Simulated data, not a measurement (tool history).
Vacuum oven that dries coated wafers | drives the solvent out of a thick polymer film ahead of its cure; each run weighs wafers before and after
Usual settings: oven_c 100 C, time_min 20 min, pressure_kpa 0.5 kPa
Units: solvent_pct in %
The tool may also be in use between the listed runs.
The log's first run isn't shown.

run,hour,oven_c,time_min,pressure_kpa,hours of work since the thermocouples were calibrated,hours of work since the vacuum gauge was cleaned of residue,solvent_pct
2,40.9,100,20,0.5,1115,294,1
3,101.6,100,20,0.5,1162,341,1.05
4,175.7,100,20,0.5,1219,398,1.03
5,225,100,20,0.5,1257,436,0.94
6,269.8,100,20,0.5,1291,470,1.01
7,302,100,20,0.5,1316,495,1
# hour 337.9: oven's thermocouples calibrated
8,346.8,100,20,0.5,7,528,0.99
9,413.5,100,20,0.5,58,579,0.94
10,473.3,100,20,0.5,104,625,0.98
11,536.4,100,20,0.5,153,674,0.94
12,589.4,100,20,0.5,194,715,1.06
13,650.7,100,20,0.5,241,762,0.94
14,680.9,100,20,0.5,264,785,1.03
15,734.1,100,20,0.5,305,826,0.98
16,777.7,100,20,0.5,339,860,1.12
17,807.7,100,20,0.5,362,883,1.03
18,862.8,100,20,0.5,404,925,0.92
19,932.9,100,20,0.343,458,979,0.87

Forecast run 20:
20,980,93,29,0.437,495,1016,?

Run 20 gave solvent_pct 0.86 %.
Without the tool's hidden state the same run would have given solvent_pct 0.85 %.
